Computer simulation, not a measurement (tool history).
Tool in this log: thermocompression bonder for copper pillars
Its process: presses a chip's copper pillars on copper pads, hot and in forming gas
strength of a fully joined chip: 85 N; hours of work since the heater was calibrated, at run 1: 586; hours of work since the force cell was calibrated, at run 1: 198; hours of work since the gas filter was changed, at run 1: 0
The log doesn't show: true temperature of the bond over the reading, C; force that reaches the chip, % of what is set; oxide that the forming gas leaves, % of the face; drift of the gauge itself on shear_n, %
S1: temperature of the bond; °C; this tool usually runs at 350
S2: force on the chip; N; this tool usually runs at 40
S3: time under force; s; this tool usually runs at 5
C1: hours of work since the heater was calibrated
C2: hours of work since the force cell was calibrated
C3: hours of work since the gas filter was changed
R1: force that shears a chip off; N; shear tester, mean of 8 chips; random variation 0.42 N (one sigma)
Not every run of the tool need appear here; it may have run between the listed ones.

run,day,S1,S2,S3,C1,C2,C3,R1
1,0,350,40,5,586,198,0,35.3
2,1.029,350,40,5,606,218,20,35.2
3,2.521,350,40,5,634,246,48,35
4,4.038,350,40,5,663,275,77,35.5
5,5.321,350,27,5,688,300,102,22.3
6,6.583,350,40,5,712,324,126,35.1
7,7.275,350,40,5,725,337,139,34.8
8,7.992,350,40,5,739,351,153,34.8
9,9.55,350,40,5,769,380,183,34.8
10,10.638,324,35,9,789,401,203,28.7
11,12.038,335,48,7,816,428,230,40.8
12,13.042,358,46,13,835,447,249,55.2
13,13.792,358,46,13,850,462,264,55
14,14.712,358,46,13,867,479,281,54.9
15,15.792,357,40,3,888,500,302,29.3
16,17.362,357,40,3,918,530,332,28.5
17,18.854,330,35,5,946,558,360,23.1

Forecast run 18:
# day 19.9: forming gas filter changed
18,20.462,353,49,8,977,589,11,?

R1: 52.5 N
Had the tool carried no hidden state, the very same run would have given R1 50.2 N.
